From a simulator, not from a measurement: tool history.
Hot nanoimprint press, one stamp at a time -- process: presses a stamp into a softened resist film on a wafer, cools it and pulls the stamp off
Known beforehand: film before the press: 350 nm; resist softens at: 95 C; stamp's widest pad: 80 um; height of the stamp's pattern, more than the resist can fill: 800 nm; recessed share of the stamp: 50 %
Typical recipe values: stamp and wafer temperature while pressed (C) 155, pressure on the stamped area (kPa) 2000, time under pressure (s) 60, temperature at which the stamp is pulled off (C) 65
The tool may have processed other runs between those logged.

run	hour	stamp and wafer temperature while pressed (C)	pressure on the stamped area (kPa)	time under pressure (s)	temperature at which the stamp is pulled off (C)	resist left under the stamp's widest pad (Å)	greatest force while the stamp is pulled off (N)
1	0	155	2000	60	65	1552	131
2	66.5	155	1910	60	65	1581	134
3	146.3	155	1910	60	65	1561	144
4	209.1	155	1910	60	65	1551	146
5	250.9	155	1910	60	65	1547	150
6	304.3	155	1910	60	65	1529	153
# hour 320.6: stamp cleaned and given a new release coat
7	357.6	155	2020	60	65	1479	117
8	401.2	155	2020	60	65	1458	118
9	452.2	155	2990	60	65	1200	124
10	492.2	155	2990	60	65	1193	126
11	527.3	155	2990	60	65	1181	126
12	593.8	155	2000	60	63	1460	137
# hour 613.2: plate thermocouple calibrated
13	676.1	155	2000	60	63	1568	156
14	753	155	2000	60	63	1543	161
15	835	155	2000	66	65	1482	156
# hour 848.6: stamp cleaned and given a new release coat
16	905.5	155	1290	60	65	1872	118
17	942.9	155	2000	72	53	1415	164
18	1006.7	156	1440	60	68	1685	113
19	1045	155	2790	31	65	1610	125
20	1106.9	155	2790	31	65	1605	131
21	1169.1	155	2790	31	65	1583	138
22	1238.7	148	1680	39	73	2452	106
23	1283.6	148	1680	39	73	2443	107
# hour 1303.8: plate thermocouple calibrated
24	1343.9	163	3090	116	54	644	203
# hour 1377.4: stamp cleaned and given a new release coat
# hour 1400.8: press's hydraulic seals changed and the load cell set to zero
25	1433.9	163	3090	116	54	616	159
26	1494	163	3090	104	54	648	167
27	1555.8	163	3090	104	54	639	172
28	1635	163	3090	104	54	631	176
29	1683.8	164	1420	101	72	937	107

Predict each of these 5 candidate next runs independently; none follows another, all start after run 29:
A	1742.8	148	2860	101	72	?	?
B	1742.8	164	1650	101	65	?	?
C	1742.8	164	1420	101	63	?	?
D	1742.8	164	1580	101	72	?	?
E	1742.8	155	1610	66	65	?	?

run	resist left under the stamp's widest pad (Å)	greatest force while the stamp is pulled off (N)
A	1467	111
B	857	140
C	923	152
D	870	110
E	1585	146
The same runs, with their run-to-run variation unchanged, on a tool lacking any hidden condition would have given:
run	resist left under the stamp's widest pad (Å)	greatest force while the stamp is pulled off (N)
A	1558	93
B	903	118
C	973	127
D	917	93
E	1672	122
